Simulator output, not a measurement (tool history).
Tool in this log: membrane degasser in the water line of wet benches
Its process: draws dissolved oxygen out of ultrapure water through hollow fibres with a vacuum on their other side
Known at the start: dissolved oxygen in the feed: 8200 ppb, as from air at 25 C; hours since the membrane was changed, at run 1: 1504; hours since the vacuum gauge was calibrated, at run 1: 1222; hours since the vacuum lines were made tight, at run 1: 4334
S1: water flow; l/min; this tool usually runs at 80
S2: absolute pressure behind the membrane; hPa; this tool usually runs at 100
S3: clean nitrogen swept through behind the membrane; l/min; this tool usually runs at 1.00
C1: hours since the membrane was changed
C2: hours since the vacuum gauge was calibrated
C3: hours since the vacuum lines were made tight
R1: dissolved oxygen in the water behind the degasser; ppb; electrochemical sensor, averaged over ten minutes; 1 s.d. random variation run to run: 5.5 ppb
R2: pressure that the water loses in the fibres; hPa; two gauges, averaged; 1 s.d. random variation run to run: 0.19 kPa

run 1 hour=0.0 | S1=80 S2=100 S3=1.00 | C1=1504 C2=1222 C3=4334 | R1=957.5 R2=364.6
run 2 hour=113.6 | S1=80 S2=100 S3=1.00 | C1=1618 C2=1335 C3=4448 | R1=964.0 R2=362.9
run 3 hour=205.7 | S1=80 S2=100 S3=1.00 | C1=1710 C2=1427 C3=4540 | R1=962.3 R2=361.2
run 4 hour=286.6 | S1=80 S2=81 S3=1.00 | C1=1791 C2=1508 C3=4621 | R1=743.9 R2=364.5
run 5 hour=404.6 | S1=80 S2=81 S3=1.00 | C1=1909 C2=1626 C3=4739 | R1=748.6 R2=364.5
run 6 hour=483.1 | S1=80 S2=81 S3=1.00 | C1=1987 C2=1705 C3=4817 | R1=748.2 R2=361.3
run 7 hour=632.9 | S1=80 S2=81 S3=1.00 | C1=2137 C2=1854 C3=4967 | R1=745.5 R2=362.9
run 8 hour=738.9 | S1=80 S2=100 S3=1.00 | C1=2243 C2=1960 C3=5073 | R1=964.6 R2=363.4
run 9 hour=853.0 | S1=80 S2=100 S3=1.00 | C1=2357 C2=2075 C3=5187 | R1=968.7 R2=361.2
run 10 hour=997.7 | S1=80 S2=100 S3=1.00 | C1=2502 C2=2219 C3=5332 | R1=958.7 R2=361.1
run 11 hour=1126.7 | S1=80 S2=100 S3=1.00 | C1=2631 C2=2348 C3=5461 | R1=962.3 R2=359.5
run 12 hour=1211.7 | S1=80 S2=100 S3=1.00 | C1=2716 C2=2433 C3=5546 | R1=964.4 R2=364.3
run 13 hour=1376.4 | S1=51 S2=100 S3=1.00 | C1=2881 C2=2598 C3=5711 | R1=638.4 R2=231.7
run 14 hour=1487.3 | S1=54 S2=193 S3=1.00 | C1=2992 C2=2709 C3=5821 | R1=1436.4 R2=247.5
run 15 hour=1643.5 | S1=54 S2=227 S3=0.74 | C1=3148 C2=2865 C3=5978 | R1=2032.7 R2=246.0
run 16 hour=1728.4 | S1=54 S2=227 S3=0.74 | C1=3233 C2=2950 C3=6063 | R1=2032.7 R2=245.1
run 17 hour=1834.0 | S1=116 S2=124 S3=1.05 | C1=3338 C2=3056 C3=6168 | R1=1654.0 R2=523.9
run 18 hour=1990.1 | S1=80 S2=174 S3=2.32 | C1=3494 C2=3212 C3=6324 | R1=1032.7 R2=363.6
run 19 hour=2164.5 | S1=62 S2=100 S3=1.03 | C1=3669 C2=3386 C3=6499 | R1=754.0 R2=279.6
run 20 hour=2285.5 | S1=94 S2=189 S3=1.00 | C1=3790 C2=3507 C3=6620 | R1=2103.5 R2=426.2
run 21 hour=2426.0 | S1=55 S2=100 S3=1.06 | C1=3930 C2=3648 C3=6760 | R1=663.0 R2=249.9
run 22 hour=2591.1 | S1=62 S2=130 S3=0.91 | C1=4095 C2=3813 C3=6925 | R1=1102.2 R2=280.5
-- hour=2638.0 vacuum gauge calibrated
run 23 hour=2723.0 | S1=62 S2=130 S3=0.91 | C1=4227 C2=85 C3=7057 | R1=1102.3 R2=282.2
run 24 hour=2836.8 | S1=80 S2=191 S3=2.33 | C1=4341 C2=199 C3=7171 | R1=1124.6 R2=364.0
run 25 hour=2931.2 | S1=80 S2=191 S3=2.33 | C1=4435 C2=293 C3=7265 | R1=1117.0 R2=362.0
run 26 hour=3062.5 | S1=85 S2=100 S3=0.86 | C1=4566 C2=425 C3=7396 | R1=1101.4 R2=387.1

Here are 4 independent what-if runs from the current tool condition. What would each one return?
run A hour=3225.7 | S1=51 S2=137 S3=0.40 | C1=4730 C2=588 C3=7559 | R1=? R2=?
run B hour=3225.7 | S1=80 S2=191 S3=1.00 | C1=4730 C2=588 C3=7559 | R1=? R2=?
run C hour=3225.7 | S1=60 S2=144 S3=1.02 | C1=4730 C2=588 C3=7559 | R1=? R2=?
run D hour=3225.7 | S1=71 S2=87 S3=0.70 | C1=4730 C2=588 C3=7559 | R1=? R2=?

run=A R1=1651.0 R2=230.6
run=B R1=1882.3 R2=363.7
run=C R1=1113.5 R2=274.7
run=D R1=880.2 R2=323.3
Without the tool's hidden state the same runs would have given:
run=A R1=1651.1 R2=230.4
run=B R1=1882.0 R2=363.4
run=C R1=1113.3 R2=274.5
run=D R1=879.8 R2=323.0

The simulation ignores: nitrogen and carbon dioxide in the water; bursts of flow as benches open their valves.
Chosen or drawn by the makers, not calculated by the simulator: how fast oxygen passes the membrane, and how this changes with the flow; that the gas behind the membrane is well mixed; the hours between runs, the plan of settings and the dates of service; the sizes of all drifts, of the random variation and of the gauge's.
